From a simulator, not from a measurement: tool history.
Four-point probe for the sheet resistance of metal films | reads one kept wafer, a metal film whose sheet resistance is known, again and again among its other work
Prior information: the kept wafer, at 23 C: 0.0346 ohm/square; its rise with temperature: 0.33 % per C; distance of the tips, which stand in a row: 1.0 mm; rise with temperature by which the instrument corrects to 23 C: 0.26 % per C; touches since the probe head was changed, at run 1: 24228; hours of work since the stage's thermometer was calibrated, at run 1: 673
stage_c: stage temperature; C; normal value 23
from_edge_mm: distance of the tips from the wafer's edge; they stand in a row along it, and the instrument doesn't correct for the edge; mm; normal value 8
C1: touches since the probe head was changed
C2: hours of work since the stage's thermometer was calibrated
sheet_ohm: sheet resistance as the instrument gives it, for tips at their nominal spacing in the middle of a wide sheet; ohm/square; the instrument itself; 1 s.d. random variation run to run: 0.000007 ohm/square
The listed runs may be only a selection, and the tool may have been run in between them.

Run 1, day 0.000: usual settings; C1 24228; C2 673. Result: sheet_ohm 0.034890 ohm/square.
Run 2, day 1.546: usual settings; C1 25544; C2 699. Result: sheet_ohm 0.034886 ohm/square.
Run 3, day 3.542: usual settings; C1 27245; C2 734. Result: sheet_ohm 0.034891 ohm/square.
Run 4, day 4.812: usual settings but from_edge_mm 14 mm; C1 28328; C2 756. Result: sheet_ohm 0.034698 ohm/square.
Run 5, day 5.958: usual settings but from_edge_mm 14 mm; C1 29305; C2 775. Result: sheet_ohm 0.034691 ohm/square.
Run 6, day 7.208: usual settings but from_edge_mm 14 mm; C1 30372; C2 797. Result: sheet_ohm 0.034689 ohm/square.
Run 7, day 9.308: usual settings but from_edge_mm 14 mm; C1 32162; C2 833. Result: sheet_ohm 0.034691 ohm/square.
Run 8, day 11.162: usual settings; C1 33742; C2 865. Result: sheet_ohm 0.034882 ohm/square.
Run 9, day 13.117: usual settings but from_edge_mm 16 mm; C1 35408; C2 899. Result: sheet_ohm 0.034676 ohm/square.
Run 10, day 15.175: usual settings but stage_c 31 C, from_edge_mm 4 mm; C1 37163; C2 935. Result: sheet_ohm 0.035921 ohm/square.
Run 11, day 17.425: usual settings but from_edge_mm 5 mm; C1 39082; C2 974. Result: sheet_ohm 0.035326 ohm/square.
Run 12, day 19.771: usual settings but from_edge_mm 3 mm; C1 41079; C2 1014. Result: sheet_ohm 0.036551 ohm/square.
Run 13, day 22.142: usual settings but stage_c 27 C, from_edge_mm 75 mm; C1 43101; C2 1055. Result: sheet_ohm 0.034702 ohm/square.
Run 14, day 24.512: usual settings but stage_c 24 C, from_edge_mm 6 mm; C1 45121; C2 1096. Result: sheet_ohm 0.035125 ohm/square.
Run 15, day 25.800: usual settings but stage_c 30 C, from_edge_mm 6 mm; C1 46219; C2 1118. Result: sheet_ohm 0.035267 ohm/square.
Run 16, day 27.896: usual settings but stage_c 28 C, from_edge_mm 50 mm; C1 48006; C2 1154. Result: sheet_ohm 0.034722 ohm/square.
Run 17, day 29.979: usual settings but stage_c 27 C, from_edge_mm 69 mm; C1 49779; C2 1190. Result: sheet_ohm 0.034706 ohm/square.

Run 18 is up next; what results do you expect?
Run 18, day 31.742: usual settings but stage_c 27 C, from_edge_mm 19 mm; C1 51285; C2 1221. Result: sheet_ohm ?.

{"run 18": {"sheet_ohm": 0.034753}}
The same run, on a tool lacking any hidden state, would have yielded sheet_ohm 0.034754 ohm/square.
